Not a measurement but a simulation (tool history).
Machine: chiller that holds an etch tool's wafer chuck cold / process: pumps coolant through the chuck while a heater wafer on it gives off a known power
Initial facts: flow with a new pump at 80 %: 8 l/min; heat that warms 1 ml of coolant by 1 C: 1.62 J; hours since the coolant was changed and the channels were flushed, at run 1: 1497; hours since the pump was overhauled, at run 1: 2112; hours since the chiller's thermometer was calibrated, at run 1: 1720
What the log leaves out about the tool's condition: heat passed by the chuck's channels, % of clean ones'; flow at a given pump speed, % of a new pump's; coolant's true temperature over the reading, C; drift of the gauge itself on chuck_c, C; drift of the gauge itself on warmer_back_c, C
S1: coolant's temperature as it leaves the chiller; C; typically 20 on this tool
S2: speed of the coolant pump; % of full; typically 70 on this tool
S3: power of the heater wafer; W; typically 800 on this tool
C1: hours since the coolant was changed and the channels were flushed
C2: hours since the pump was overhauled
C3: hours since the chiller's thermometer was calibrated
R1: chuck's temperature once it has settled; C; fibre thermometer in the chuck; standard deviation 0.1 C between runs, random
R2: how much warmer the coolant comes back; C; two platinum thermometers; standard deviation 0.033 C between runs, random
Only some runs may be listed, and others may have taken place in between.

run 1 hour=0 | S1=20 S2=70 S3=800 | C1=1497 C2=2112 C3=1720 | R1=29.5 R2=4.46
run 2 hour=36.7 | S1=20 S2=70 S3=800 | C1=1533 C2=2149 C3=1757 | R1=29.5 R2=4.46
run 3 hour=76.1 | S1=20 S2=81 S3=800 | C1=1573 C2=2188 C3=1796 | R1=28.1 R2=3.81
run 4 hour=129.6 | S1=20 S2=81 S3=800 | C1=1626 C2=2242 C3=1850 | R1=28 R2=3.79
run 5 hour=157.7 | S1=15 S2=70 S3=800 | C1=1654 C2=2270 C3=1878 | R1=24.3 R2=4.44
run 6 hour=206.9 | S1=20 S2=70 S3=843 | C1=1704 C2=2319 C3=1927 | R1=30 R2=4.69
run 7 hour=259.5 | S1=20 S2=70 S3=843 | C1=1756 C2=2372 C3=1979 | R1=29.9 R2=4.68
run 8 hour=301.8 | S1=20 S2=70 S3=800 | C1=1798 C2=2414 C3=2022 | R1=29.4 R2=4.48
-- hour=309.6 coolant pump overhauled
run 9 hour=353.6 | S1=20 S2=70 S3=800 | C1=1845 C2=44 C3=2069 | R1=29.7 R2=4.56
run 10 hour=410.8 | S1=20 S2=70 S3=800 | C1=1902 C2=101 C3=2126 | R1=29.8 R2=4.55
run 11 hour=448.2 | S1=20 S2=70 S3=800 | C1=1940 C2=139 C3=2163 | R1=29.7 R2=4.56
run 12 hour=487.7 | S1=20 S2=70 S3=800 | C1=1979 C2=178 C3=2203 | R1=29.9 R2=4.57
-- hour=517 coolant pump overhauled, once more
run 13 hour=541.2 | S1=20 S2=88 S3=406 | C1=2028 C2=24 C3=2251 | R1=23.4 R2=1.64
run 14 hour=569 | S1=23 S2=76 S3=999 | C1=2056 C2=52 C3=2279 | R1=33.7 R2=4.81
run 15 hour=624.1 | S1=13 S2=78 S3=800 | C1=2111 C2=107 C3=2334 | R1=21.2 R2=3.8
run 16 hour=655.1 | S1=13 S2=78 S3=800 | C1=2142 C2=138 C3=2365 | R1=21.2 R2=3.78
run 17 hour=696.9 | S1=14 S2=70 S3=799 | C1=2184 C2=180 C3=2407 | R1=23 R2=4.25
run 18 hour=754.5 | S1=13 S2=70 S3=659 | C1=2241 C2=238 C3=2464 | R1=20.3 R2=3.48
run 19 hour=812.1 | S1=16 S2=70 S3=434 | C1=2299 C2=295 C3=2522 | R1=20.7 R2=2.3
run 20 hour=847.1 | S1=20 S2=70 S3=563 | C1=2334 C2=330 C3=2557 | R1=26.3 R2=3.02
run 21 hour=877.9 | S1=20 S2=65 S3=788 | C1=2365 C2=361 C3=2588 | R1=29.7 R2=4.51
run 22 hour=929.9 | S1=20 S2=65 S3=788 | C1=2417 C2=413 C3=2640 | R1=29.7 R2=4.5
run 23 hour=972.7 | S1=20 S2=65 S3=788 | C1=2459 C2=456 C3=2683 | R1=29.7 R2=4.56
run 24 hour=1015.5 | S1=20 S2=70 S3=525 | C1=2502 C2=499 C3=2725 | R1=26.1 R2=2.76

Predict each of these 3 candidate next runs independently; none follows another, all start after run 24:
run A hour=1043 | S1=10 S2=75 S3=800 | C1=2530 C2=526 C3=2753 | R1=? R2=?
run B hour=1043 | S1=19 S2=61 S3=803 | C1=2530 C2=526 C3=2753 | R1=? R2=?
run C hour=1043 | S1=16 S2=70 S3=1101 | C1=2530 C2=526 C3=2753 | R1=? R2=?

run=A R1=18.8 R2=3.94
run=B R1=29.6 R2=4.93
run=C R1=28.9 R2=5.86
What these runs would have given with no unlogged condition in the tool:
run=A R1=18.2 R2=3.92
run=B R1=28.8 R2=4.9
run=C R1=27.8 R2=5.83
